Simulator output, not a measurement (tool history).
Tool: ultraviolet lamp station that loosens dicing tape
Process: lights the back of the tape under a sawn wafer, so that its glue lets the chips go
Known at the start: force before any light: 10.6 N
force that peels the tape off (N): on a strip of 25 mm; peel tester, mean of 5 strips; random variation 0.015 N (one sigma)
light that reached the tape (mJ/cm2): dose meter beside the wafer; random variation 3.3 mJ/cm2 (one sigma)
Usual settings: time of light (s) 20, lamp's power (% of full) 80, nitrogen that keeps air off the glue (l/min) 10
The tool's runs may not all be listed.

run,hour,time of light (s),lamp's power (% of full),nitrogen that keeps air off the glue (l/min),force that peels the tape off (N),light that reached the tape (mJ/cm2)
1,0.0,20,80,10,0.735,507
2,9.0,20,80,10,0.700,514
3,26.0,20,80,10,0.743,517
4,43.0,20,80,10,0.706,515
5,59.1,20,80,10,0.729,518
6,72.7,20,80,10,0.734,515
7,90.5,20,80,11,0.701,512
8,103.2,20,80,11,0.705,511
9,117.7,22,95,11,0.397,669
10,136.5,20,89,5,0.829,574
11,155.7,29,63,20,0.417,594
12,176.4,29,63,20,0.388,590
13,194.3,21,83,19,0.466,562
14,211.1,21,83,19,0.458,556
# hour 225.6: window cleaned of glue's vapour
15,231.3,36,68,6,0.346,788
16,244.9,36,68,6,0.342,787

4 ways to go on from here, each from the tool as it stands after run 16. What would each give?
A,257.7,10,79,9,?,?
B,257.7,24,97,15,?,?
C,257.7,26,78,6,?,?
D,257.7,31,68,6,?,?

run,force that peels the tape off (N),light that reached the tape (mJ/cm2)
A,2.774,256
B,0.270,746
C,0.536,657
D,0.471,679
Without the tool's hidden state the same runs would have given:
run,force that peels the tape off (N),light that reached the tape (mJ/cm2)
A,2.772,256
B,0.270,746
C,0.535,657
D,0.471,680

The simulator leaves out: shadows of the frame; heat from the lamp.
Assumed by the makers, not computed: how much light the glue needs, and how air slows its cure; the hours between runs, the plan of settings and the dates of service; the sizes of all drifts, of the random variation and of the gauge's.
